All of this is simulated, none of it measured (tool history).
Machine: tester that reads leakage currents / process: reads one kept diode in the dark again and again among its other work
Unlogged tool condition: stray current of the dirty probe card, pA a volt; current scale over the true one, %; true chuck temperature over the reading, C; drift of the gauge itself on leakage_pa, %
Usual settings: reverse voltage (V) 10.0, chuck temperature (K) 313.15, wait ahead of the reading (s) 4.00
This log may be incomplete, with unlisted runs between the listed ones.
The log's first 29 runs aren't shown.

run,hour,reverse voltage (V),chuck temperature (K),wait ahead of the reading (s),hours of work since the probe card was cleaned,hours of work since the tester was calibrated,hours of work since the chuck was calibrated,current that the tester gives (pA)
30,4488.7,17.9,318.15,0.44,2214,2081,603,433.37
31,4653.3,2.3,318.15,0.39,2286,2153,675,152.46
32,4850.8,2.3,318.15,0.39,2373,2240,762,150.77
33,4959.0,10.0,293.15,3.62,2420,2287,809,51.53
34,5151.1,18.5,299.15,4.99,2505,2372,894,111.91
35,5333.4,10.0,318.15,4.00,2585,2452,974,310.72
36,5492.2,2.0,307.15,0.73,2654,2521,1043,60.93
# hour 5684.6: probe card cleaned and baked
37,5684.6,2.0,307.15,0.73,0,2604,1126,57.98
38,5814.3,10.0,313.15,2.54,57,2661,1183,204.28
39,5995.9,1.2,313.15,2.71,137,2741,1263,71.37

Forecast each of these 3 alternatives for the next run:
A,6143.3,4.2,307.15,0.98,201,2805,1328,?
B,6143.3,9.5,295.15,2.71,201,2805,1328,?
C,6143.3,15.6,329.15,2.71,201,2805,1328,?

run,current that the tester gives (pA)
A,83.21
B,46.50
C,810.35
Without the tool's unlogged condition, the same runs would have read:
run,current that the tester gives (pA)
A,91.59
B,50.79
C,884.64
